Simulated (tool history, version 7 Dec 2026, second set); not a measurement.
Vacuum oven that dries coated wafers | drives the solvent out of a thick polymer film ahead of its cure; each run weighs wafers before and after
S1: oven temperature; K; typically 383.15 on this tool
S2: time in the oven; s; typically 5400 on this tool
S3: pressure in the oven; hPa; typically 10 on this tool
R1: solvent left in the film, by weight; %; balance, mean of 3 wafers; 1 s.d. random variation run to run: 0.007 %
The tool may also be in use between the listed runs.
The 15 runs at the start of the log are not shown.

run 16 hour=199.6 | S1=397.15 S2=5400 S3=10 | R1=0.385
run 17 hour=218 | S1=397.15 S2=5400 S3=10 | R1=0.405
run 18 hour=228 | S1=397.15 S2=5400 S3=10 | R1=0.387
run 19 hour=238.8 | S1=383.15 S2=5400 S3=12.2 | R1=1.544
run 20 hour=256.6 | S1=383.15 S2=2760 S3=10 | R1=4.201
run 21 hour=272 | S1=383.15 S2=5400 S3=10 | R1=1.503
run 22 hour=279.8 | S1=383.15 S2=5400 S3=18.8 | R1=1.663
run 23 hour=298.1 | S1=397.15 S2=5400 S3=18.8 | R1=0.511

What will run 24 give?
run 24 hour=315.1 | S1=397.15 S2=5400 S3=18.8 | R1=?

R1: 0.513 %
On a tool with no hidden condition, and with the same random variation, this run would have come out at R1 0.483 %.
